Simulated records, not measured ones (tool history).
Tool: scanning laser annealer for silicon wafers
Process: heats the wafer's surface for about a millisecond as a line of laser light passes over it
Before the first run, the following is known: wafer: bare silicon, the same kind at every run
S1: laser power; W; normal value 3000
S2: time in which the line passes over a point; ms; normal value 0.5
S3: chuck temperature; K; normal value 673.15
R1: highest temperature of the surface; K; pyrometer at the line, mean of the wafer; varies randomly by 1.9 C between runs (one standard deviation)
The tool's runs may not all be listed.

run	hour	S1	S2	S3	R1
1	0	3000	0.5	673.15	1464.15
2	47	3000	0.5	673.15	1464.15
3	119.9	2679	0.5	673.15	1363.15
4	175.1	2679	0.5	673.15	1363.15
5	208.9	2679	0.5	673.15	1364.15
6	244.9	2679	0.5	673.15	1363.15
7	290.7	2679	0.5	673.15	1361.15
8	355.9	2679	0.5	673.15	1358.15
9	425.8	2679	0.5	673.15	1362.15
10	496.7	3000	0.5	673.15	1462.15
11	561.2	3000	0.5	673.15	1463.15
12	624	2708	0.5	673.15	1370.15
13	662	2708	0.5	652.15	1350.15
14	695	3000	0.488	673.15	1455.15
15	749.8	3000	0.488	673.15	1457.15
16	822	3000	0.488	673.15	1454.15
17	864.9	3000	0.488	664.15	1445.15
18	902.2	3000	0.488	664.15	1446.15
19	949.6	3000	0.5	673.15	1463.15
20	1012.2	3000	0.5	679.15	1468.15
21	1078.5	3000	0.5	679.15	1469.15
22	1109.5	3000	0.5	713.15	1501.15
23	1158.4	2602	0.58	673.15	1383.15
24	1209.1	2645	0.58	672.15	1395.15
25	1261.9	2645	0.58	672.15	1396.15
26	1329.4	2930	0.391	672.15	1363.15
27	1394.1	2988	0.391	670.15	1378.15
28	1446.7	3012	0.5	673.15	1464.15
29	1477.3	3053	0.51	633.15	1445.15
30	1539	3053	0.51	633.15	1448.15
31	1571.3	2673	0.402	712.15	1342.15
32	1632.1	2601	0.548	692.15	1386.15
33	1690.4	2601	0.351	690.15	1261.15
34	1750.8	2601	0.385	690.15	1290.15
35	1790.4	2790	0.563	711.15	1472.15
36	1851.9	2944	0.579	666.15	1483.15
37	1919.2	2944	0.579	666.15	1486.15
38	1981.2	3258	0.588	658.15	1593.15
39	2035.4	3258	0.588	658.15	1592.15
40	2108.3	3258	0.588	658.15	1593.15
41	2166.4	3166	0.5	673.15	1517.15
42	2204.7	3166	0.5	673.15	1516.15

Put back what was entered between runs (2 entries, withheld): which listed runs does each sit between, and how does the hidden state differ from the listed run before to the listed run after?
Run 11 -> run 12: window over the wafer cleaned (hour 592.8)
  light that passes the window, % of a clean one's: 99.93 -> 100
Run 38 -> run 39: window over the wafer cleaned (hour 1999.4)
  light that passes the window, % of a clean one's: 99.94 -> 99.99; width of the line over the set one, %: 0.05 -> 0.06
